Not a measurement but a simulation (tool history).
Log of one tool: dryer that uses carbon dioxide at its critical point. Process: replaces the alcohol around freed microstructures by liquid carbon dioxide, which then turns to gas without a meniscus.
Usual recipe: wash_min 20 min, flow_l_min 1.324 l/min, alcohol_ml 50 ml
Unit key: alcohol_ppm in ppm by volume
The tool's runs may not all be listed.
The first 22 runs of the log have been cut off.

| run | hour | wash_min | flow_l_min | alcohol_ml | alcohol_ppm |
|---|---|---|---|---|---|
| 23 | 582.7 | 20 | 1.324 | 50 | 81 |
| 24 | 600.9 | 29 | 1.3 | 52 | 40 |
| 25 | 627.9 | 29 | 1.3 | 52 | 34 |
| 26 | 664.4 | 29 | 1.3 | 52 | 41 |
| 27 | 687.9 | 20 | 1.47 | 45 | 58 |
| 28 | 708.3 | 27 | 0.92 | 100 | 203 |
| 29 | 738.1 | 16 | 1 | 81 | 813 |
| 30 | 760.9 | 13 | 2.06 | 28 | 61 |
| 31 | 797.4 | 20 | 1.15 | 28 | 107 |
| 32 | 817.1 | 20 | 1.13 | 78 | 241 |
| 33 | 848.3 | 31 | 0.99 | 78 | 89 |
| 34 | 872.3 | 18 | 0.99 | 58 | 461 |
| 35 | 902.4 | 20 | 1.52 | 56 | 70 |
| 36 | 931.1 | 20 | 1.324 | 20 | 78 |
| 37 | 968.1 | 20 | 1.324 | 69 | 138 |
| 38 | 984.4 | 20 | 1.324 | 69 | 141 |
|  | 998.2 | inlet filter changed |
| 39 | 1010.9 | 20 | 1.324 | 69 | 76 |
| 40 | 1044.5 | 25 | 1.68 | 20 | 46 |
| 41 | 1065.3 | 25 | 1.09 | 73 | 87 |
| 42 | 1096 | 25 | 1.09 | 73 | 87 |
| 43 | 1115.9 | 20 | 1.324 | 90 | 109 |
| 44 | 1143.9 | 22 | 0.85 | 81 | 353 |
| 45 | 1166.3 | 20 | 1.324 | 23 | 67 |

5 ways to go on from here, each from the tool as it stands after run 45. What would each give?
| A | 1190.7 | 23 | 1.75 | 87 | ? |
| B | 1190.7 | 20 | 1.324 | 36 | ? |
| C | 1190.7 | 20 | 1.42 | 108 | ? |
| D | 1190.7 | 30 | 0.9 | 22 | ? |
| E | 1190.7 | 18 | 1.324 | 20 | ? |

| run | alcohol_ppm |
|---|---|
| A | 60 |
| B | 71 |
| C | 98 |
| D | 68 |
| E | 72 |
The same runs, with their run-to-run variation unchanged, on a tool lacking any hidden condition would have given:
| run | alcohol_ppm |
|---|---|
| A | 10 |
| B | 18 |
| C | 41 |
| D | 16 |
| E | 19 |
